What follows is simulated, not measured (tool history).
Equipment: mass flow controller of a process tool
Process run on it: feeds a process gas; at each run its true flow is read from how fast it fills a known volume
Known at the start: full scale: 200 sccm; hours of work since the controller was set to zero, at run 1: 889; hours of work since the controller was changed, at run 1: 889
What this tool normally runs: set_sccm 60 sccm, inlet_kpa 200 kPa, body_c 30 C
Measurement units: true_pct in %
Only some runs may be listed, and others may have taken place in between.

| run | hour | set_sccm | inlet_kpa | body_c | hours of work since the controller was set to zero | hours of work since the controller was changed | true_pct |
|---|---|---|---|---|---|---|---|
| 1 | 0.0 | 60 | 200 | 30 | 889 | 889 | 97.36 |
| 2 | 41.7 | 60 | 200 | 30 | 906 | 906 | 97.39 |
| 3 | 118.2 | 60 | 200 | 30 | 936 | 936 | 97.26 |
| 4 | 181.1 | 60 | 200 | 30 | 960 | 960 | 97.22 |
| 5 | 221.8 | 60 | 200 | 30 | 976 | 976 | 97.12 |
| 6 | 261.6 | 60 | 200 | 30 | 991 | 991 | 97.16 |
| 7 | 356.3 | 60 | 200 | 30 | 1028 | 1028 | 97.13 |
| 8 | 396.2 | 60 | 200 | 39 | 1044 | 1044 | 97.30 |
| 9 | 459.8 | 60 | 200 | 22 | 1069 | 1069 | 97.03 |
| 10 | 514.5 | 60 | 200 | 22 | 1090 | 1090 | 97.00 |
| 11 | 561.5 | 60 | 200 | 30 | 1108 | 1108 | 97.14 |
| 12 | 651.8 | 78 | 171 | 30 | 1144 | 1144 | 97.65 |
| 13 | 733.9 | 78 | 171 | 30 | 1176 | 1176 | 97.67 |

What will run 14 give?
| 14 | 774.3 | 78 | 173 | 30 | 1191 | 1191 | ? |

{"run 14": {"true_pct": 97.69}}
The same run, on a tool lacking any hidden state, would have yielded true_pct 98.38 %.
